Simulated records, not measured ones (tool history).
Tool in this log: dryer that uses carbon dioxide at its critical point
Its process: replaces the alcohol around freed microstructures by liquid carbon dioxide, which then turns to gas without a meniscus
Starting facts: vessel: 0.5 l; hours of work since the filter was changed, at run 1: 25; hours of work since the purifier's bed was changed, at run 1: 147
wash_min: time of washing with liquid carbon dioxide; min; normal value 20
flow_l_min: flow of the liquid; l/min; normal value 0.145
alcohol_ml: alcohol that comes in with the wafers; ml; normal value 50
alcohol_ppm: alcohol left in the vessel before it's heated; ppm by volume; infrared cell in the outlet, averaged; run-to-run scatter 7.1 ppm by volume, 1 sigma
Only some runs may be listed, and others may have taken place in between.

| run | hour | wash_min | flow_l_min | alcohol_ml | hours of work since the filter was changed | hours of work since the purifier's bed was changed | alcohol_ppm |
|---|---|---|---|---|---|---|---|
| 1 | 0 | 20 | 0.145 | 50 | 25 | 147 | 366 |
| 2 | 18.8 | 20 | 0.145 | 50 | 33 | 154 | 364 |
| 3 | 37.2 | 20 | 0.145 | 50 | 41 | 162 | 372 |
| 4 | 59.9 | 20 | 0.145 | 50 | 50 | 171 | 383 |
| 5 | 73.6 | 20 | 0.145 | 50 | 55 | 177 | 369 |
| 6 | 83.9 | 20 | 0.145 | 50 | 60 | 181 | 397 |
| 7 | 103.2 | 20 | 0.145 | 21 | 68 | 189 | 176 |
| 8 | 123.6 | 20 | 0.145 | 21 | 76 | 197 | 185 |
| 9 | 137.6 | 20 | 0.145 | 82 | 82 | 203 | 636 |
| 10 | 148.9 | 20 | 0.145 | 82 | 86 | 207 | 687 |
| 11 | 168.7 | 16 | 0.145 | 50 | 94 | 216 | 1220 |

What will run 12 give?
| 12 | 186.9 | 31 | 0.117 | 45 | 102 | 223 | ? |

alcohol_ppm: 100 ppm by volume
Take away the tool's hidden state, keep the run-to-run variation as it was, and the same run would have given alcohol_ppm 68 ppm by volume.
